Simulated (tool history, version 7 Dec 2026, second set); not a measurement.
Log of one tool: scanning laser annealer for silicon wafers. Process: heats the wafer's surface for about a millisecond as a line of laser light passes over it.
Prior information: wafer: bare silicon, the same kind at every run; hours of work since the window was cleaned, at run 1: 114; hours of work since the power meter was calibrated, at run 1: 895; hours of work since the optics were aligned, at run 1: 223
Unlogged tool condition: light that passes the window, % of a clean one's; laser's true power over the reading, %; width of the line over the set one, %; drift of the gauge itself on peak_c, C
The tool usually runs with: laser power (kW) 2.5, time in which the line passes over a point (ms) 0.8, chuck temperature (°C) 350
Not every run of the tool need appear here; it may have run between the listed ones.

run   hour  laser power (kW)  time in which the line passes over a point (ms)  chuck temperature (°C)  hours of work since the window was cleaned  hours of work since the power meter was calibrated  hours of work since the optics were aligned  highest temperature of the surface (°C)
  1      0               2.5                                              0.8                     350                                         114                                                 895                                          223                                     1062
  2   36.8               2.5                                              0.8                     350                                         135                                                 916                                          245                                     1059
  3     66               2.5                                              0.8                     350                                         153                                                 934                                          262                                     1061
  4  113.5               2.5                                              0.8                     350                                         181                                                 962                                          290                                     1058
  5    153               2.5                                              0.8                     350                                         204                                                 985                                          313                                     1054
  6  199.2               2.5                                              0.8                     350                                         232                                                1013                                          341                                     1055
  7  239.8             2.454                                              0.8                     350                                         256                                                1037                                          365                                     1037
  8  290.4               2.5                                            0.971                     350                                         286                                                1067                                          395                                     1114
  9  334.3             2.504                                            0.846                     380                                         312                                                1093                                          421                                     1099
 10  363.2             2.504                                            0.846                     380                                         329                                                1110                                          438                                     1101
 11  408.3             2.504                                            0.581                     380                                         355                                                1136                                          465                                      983
 12  457.6             2.653                                            0.581                     388                                         385                                                1166                                          494                                     1036
 13    491             2.531                                            0.595                     342                                         404                                                1185                                          514                                      958
 14  539.4             2.531                                            0.595                     342                                         433                                                1214                                          542                                      958

Same runs, no hidden state in the tool, same run-to-run variation:
run  highest temperature of the surface (°C)
  1                                     1078
  2                                     1076
  3                                     1079
  4                                     1079
  5                                     1075
  6                                     1078
  7                                     1061
  8                                     1143
  9                                     1127
 10                                     1130
 11                                     1010
 12                                     1066
 13                                      988
 14                                      989
